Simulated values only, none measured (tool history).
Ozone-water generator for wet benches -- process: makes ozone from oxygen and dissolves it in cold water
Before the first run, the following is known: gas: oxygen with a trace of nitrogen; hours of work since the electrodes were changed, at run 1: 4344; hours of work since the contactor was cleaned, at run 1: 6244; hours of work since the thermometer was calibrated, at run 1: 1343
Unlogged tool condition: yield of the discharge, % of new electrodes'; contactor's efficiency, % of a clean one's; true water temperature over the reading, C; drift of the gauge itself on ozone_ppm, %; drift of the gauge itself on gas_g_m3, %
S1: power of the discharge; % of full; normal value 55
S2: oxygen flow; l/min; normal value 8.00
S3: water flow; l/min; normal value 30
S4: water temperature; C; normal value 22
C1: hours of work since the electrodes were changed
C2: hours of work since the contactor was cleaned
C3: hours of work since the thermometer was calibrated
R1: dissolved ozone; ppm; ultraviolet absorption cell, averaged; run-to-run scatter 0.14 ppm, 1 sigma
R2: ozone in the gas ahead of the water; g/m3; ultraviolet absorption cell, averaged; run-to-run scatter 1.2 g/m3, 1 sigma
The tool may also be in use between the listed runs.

| run | hour | S1 | S2 | S3 | S4 | C1 | C2 | C3 | R1 | R2 |
|---|---|---|---|---|---|---|---|---|---|---|
| 1 | 0.0 | 55 | 8.00 | 30 | 22 | 4344 | 6244 | 1343 | 17.0 | 221.6 |
| 2 | 80.3 | 55 | 9.88 | 30 | 22 | 4410 | 6311 | 1409 | 16.6 | 197.4 |
|  | 148.1 | contactor cleaned |
| 3 | 174.8 | 55 | 9.88 | 30 | 22 | 4485 | 22 | 1484 | 16.9 | 197.5 |
| 4 | 254.7 | 55 | 8.00 | 30 | 22 | 4551 | 88 | 1550 | 17.0 | 222.5 |
| 5 | 353.7 | 55 | 8.00 | 30 | 27 | 4633 | 170 | 1631 | 15.7 | 225.6 |
| 6 | 469.6 | 55 | 8.00 | 30 | 22 | 4728 | 265 | 1727 | 17.2 | 222.8 |
| 7 | 575.6 | 55 | 8.00 | 30 | 22 | 4816 | 353 | 1814 | 16.9 | 223.8 |
| 8 | 635.5 | 55 | 8.00 | 30 | 22 | 4865 | 402 | 1864 | 17.1 | 224.0 |
| 9 | 772.7 | 55 | 8.00 | 30 | 22 | 4979 | 516 | 1977 | 17.0 | 223.1 |
| 10 | 888.3 | 55 | 8.00 | 30 | 22 | 5074 | 611 | 2073 | 17.0 | 222.3 |
| 11 | 966.3 | 55 | 8.00 | 30 | 22 | 5139 | 676 | 2137 | 16.9 | 222.3 |

Run 12 has not been measured yet. What should we expect?
| 12 | 1045.3 | 55 | 8.00 | 30 | 22 | 5204 | 741 | 2202 | ? | ? |

Run 12 came out at R1 17.0 ppm, R2 222.9 g/m3.
Take away the tool's hidden state, keep the run-to-run variation as it was, and the same run would have given R1 17.0 ppm, R2 223.2 g/m3.

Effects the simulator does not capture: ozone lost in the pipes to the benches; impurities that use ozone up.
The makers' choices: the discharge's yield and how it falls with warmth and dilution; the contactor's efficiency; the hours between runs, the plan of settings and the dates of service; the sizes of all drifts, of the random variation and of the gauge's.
